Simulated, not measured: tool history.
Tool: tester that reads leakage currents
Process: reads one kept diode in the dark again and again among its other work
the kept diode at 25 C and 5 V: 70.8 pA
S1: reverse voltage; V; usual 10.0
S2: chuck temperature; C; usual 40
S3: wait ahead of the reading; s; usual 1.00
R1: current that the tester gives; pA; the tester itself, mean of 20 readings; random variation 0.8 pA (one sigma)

| run | hour | S1 | S2 | S3 | R1 |
|---|---|---|---|---|---|
| 1 | 0.0 | 10.0 | 40 | 1.00 | 284.04 |
| 2 | 102.1 | 10.0 | 40 | 1.00 | 286.01 |
| 3 | 190.3 | 10.0 | 40 | 1.00 | 287.02 |
| 4 | 264.0 | 10.0 | 40 | 1.00 | 289.64 |
|  | 311.2 | chuck's temperature calibrated |
| 5 | 371.9 | 10.0 | 40 | 1.00 | 277.83 |
| 6 | 495.2 | 10.0 | 40 | 1.00 | 279.68 |
| 7 | 590.1 | 10.0 | 40 | 1.00 | 278.63 |
| 8 | 666.4 | 10.0 | 40 | 1.00 | 280.43 |
| 9 | 804.8 | 10.0 | 49 | 1.00 | 527.67 |
| 10 | 943.6 | 10.0 | 49 | 1.00 | 531.30 |

Forecast run 11:
|  | 958.2 | tester calibrated |
| 11 | 1032.1 | 8.9 | 49 | 2.11 | ? |

Run 11 gave R1 506.70 pA.
Without the tool's hidden state the same run would have given R1 497.27 pA.

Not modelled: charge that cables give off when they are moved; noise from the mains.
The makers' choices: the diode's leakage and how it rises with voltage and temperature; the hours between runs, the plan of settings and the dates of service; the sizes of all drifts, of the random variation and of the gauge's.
